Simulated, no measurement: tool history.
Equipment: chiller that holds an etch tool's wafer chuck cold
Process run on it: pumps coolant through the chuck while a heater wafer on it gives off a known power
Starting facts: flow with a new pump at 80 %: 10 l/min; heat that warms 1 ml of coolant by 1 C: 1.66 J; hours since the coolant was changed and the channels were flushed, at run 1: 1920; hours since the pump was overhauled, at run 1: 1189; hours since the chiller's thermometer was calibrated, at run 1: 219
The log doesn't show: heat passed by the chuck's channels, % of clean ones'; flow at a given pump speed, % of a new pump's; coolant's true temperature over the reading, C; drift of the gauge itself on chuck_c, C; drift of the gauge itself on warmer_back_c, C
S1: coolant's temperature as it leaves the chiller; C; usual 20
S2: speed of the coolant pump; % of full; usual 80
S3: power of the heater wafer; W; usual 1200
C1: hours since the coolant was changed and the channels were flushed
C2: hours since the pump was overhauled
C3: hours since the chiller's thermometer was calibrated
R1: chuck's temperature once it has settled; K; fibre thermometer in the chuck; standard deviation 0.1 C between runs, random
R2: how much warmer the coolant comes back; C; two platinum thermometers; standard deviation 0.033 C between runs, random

Run 1, hour 0: usual settings; C1 1920; C2 1189; C3 219. Result: R1 301.85 K, R2 4.43 C.
Run 2, hour 34.5: usual settings; C1 1955; C2 1223; C3 253. Result: R1 301.85 K, R2 4.41 C.
Run 3, hour 53.2: usual settings but S2 85 % of full; C1 1973; C2 1242; C3 272. Result: R1 301.35 K, R2 4.12 C.
Run 4, hour 74.8: usual settings but S1 21 C; C1 1995; C2 1264; C3 293. Result: R1 303.05 K, R2 4.41 C.
Run 5, hour 105.9: usual settings but S1 21 C; C1 2026; C2 1295; C3 324. Result: R1 302.85 K, R2 4.39 C.
Run 6, hour 133.6: usual settings but S1 21 C; C1 2054; C2 1322; C3 352. Result: R1 302.65 K, R2 4.37 C.
Run 7, hour 157: usual settings but S1 21 C; C1 2077; C2 1346; C3 376. Result: R1 302.85 K, R2 4.37 C.
Run 8, hour 193: usual settings but S1 21 C; C1 2113; C2 1382; C3 412. Result: R1 302.85 K, R2 4.39 C.
Run 9, hour 224.1: usual settings but S1 21 C; C1 2144; C2 1413; C3 443. Result: R1 302.95 K, R2 4.39 C.
Run 10, hour 249.4: usual settings but S1 21 C; C1 2170; C2 1438; C3 468. Result: R1 302.75 K, R2 4.44 C.
Run 11, hour 274.4: usual settings but S1 21 C; C1 2194; C2 1463; C3 493. Result: R1 302.95 K, R2 4.4 C.
Run 12, hour 299.1: usual settings but S1 24 C; C1 2219; C2 1488; C3 518. Result: R1 305.95 K, R2 4.37 C.
Run 13, hour 326.8: usual settings but S1 24 C; C1 2247; C2 1515; C3 545. Result: R1 305.75 K, R2 4.42 C.
Run 14, hour 353.8: usual settings but S1 24 C; C1 2274; C2 1542; C3 572. Result: R1 305.85 K, R2 4.43 C.
Run 15, hour 373.5: usual settings but S3 1041 W; C1 2294; C2 1562; C3 592. Result: R1 300.85 K, R2 3.86 C.
Run 16, hour 413.1: usual settings but S3 1041 W; C1 2333; C2 1602; C3 632. Result: R1 300.65 K, R2 3.77 C.
Run 17, hour 451.8: usual settings but S3 1041 W; C1 2372; C2 1641; C3 670. Result: R1 300.55 K, R2 3.8 C.
Run 18, hour 487: usual settings but S1 13 C, S2 94 % of full, S3 1090 W; C1 2407; C2 1676; C3 706. Result: R1 293.05 K, R2 3.47 C.
Run 19, hour 523.7: usual settings but S1 26 C, S2 77 % of full, S3 632 W; C1 2444; C2 1712; C3 742. Result: R1 303.75 K, R2 2.47 C.
Run 20, hour 544.1: usual settings but S1 26 C, S3 731 W; C1 2464; C2 1733; C3 763. Result: R1 304.55 K, R2 2.64 C.
Run 21, hour 584.6: usual settings but S1 26 C, S3 731 W; C1 2505; C2 1773; C3 803. Result: R1 304.35 K, R2 2.76 C.
Run 22, hour 624.3: usual settings but S1 24 C, S2 88 % of full, S3 1685 W; C1 2544; C2 1813; C3 843. Result: R1 308.55 K, R2 5.69 C.
Run 23, hour 655.2: usual settings but S1 22 C; C1 2575; C2 1844; C3 874. Result: R1 303.75 K, R2 4.44 C.
Run 24, hour 691.1: usual settings but S1 16 C, S2 67 % of full, S3 866 W; C1 2611; C2 1880; C3 910. Result: R1 296.45 K, R2 3.75 C.
Run 25, hour 731.6: usual settings but S1 29 C, S2 82 % of full, S3 614 W; C1 2652; C2 1920; C3 950. Result: R1 306.45 K, R2 2.21 C.
Run 26, hour 758.6: usual settings but S2 76 % of full, S3 1153 W; C1 2679; C2 1947; C3 977. Result: R1 302.05 K, R2 4.51 C.
Run 27, hour 789.6: usual settings but S2 88 % of full, S3 1682 W; C1 2710; C2 1978; C3 1008. Result: R1 304.45 K, R2 5.64 C.
Run 28, hour 812.6: usual settings but S2 88 % of full, S3 1682 W; C1 2733; C2 2001; C3 1031. Result: R1 304.55 K, R2 5.66 C.
Run 29, hour 845.4: usual settings but S1 23 C, S2 75 % of full, S3 1621 W; C1 2765; C2 2034; C3 1064. Result: R1 308.65 K, R2 6.37 C.
Run 30, hour 884.5: usual settings but S3 1280 W; C1 2805; C2 2073; C3 1103. Result: R1 302.75 K, R2 4.72 C.
Run 31, hour 904.9: usual settings but S2 89 % of full, S3 1239 W; C1 2825; C2 2094; C3 1124. Result: R1 301.65 K, R2 4.1 C.

Branching from run 31: 5 alternative next runs. What would each branch give?
Run A, hour 925.7: usual settings but S1 11 C, S3 904 W; C1 2846; C2 2114; C3 1144. Result: R1 ?, R2 ?.
Run B, hour 925.7: usual settings but S1 14 C, S2 81 % of full, S3 1610 W; C1 2846; C2 2114; C3 1144. Result: R1 ?, R2 ?.
Run C, hour 925.7: usual settings but S3 1080 W; C1 2846; C2 2114; C3 1144. Result: R1 ?, R2 ?.
Run D, hour 925.7: usual settings but S1 21 C, S2 78 % of full, S3 759 W; C1 2846; C2 2114; C3 1144. Result: R1 ?, R2 ?.
Run E, hour 925.7: usual settings but S1 23 C, S2 84 % of full, S3 1773 W; C1 2846; C2 2114; C3 1144. Result: R1 ?, R2 ?.

run      R1    R2
  A  290.95  3.28
  B  298.95  5.89
  C  301.05  3.98
  D  299.95  2.91
  E  308.85  6.29
Take away the tool's hidden state, keep each run's random variation, and the runs would have read:
run      R1    R2
  A  290.75   3.2
  B  298.65  5.75
  C  300.95  3.89
  D  299.85  2.84
  E  308.45  6.14
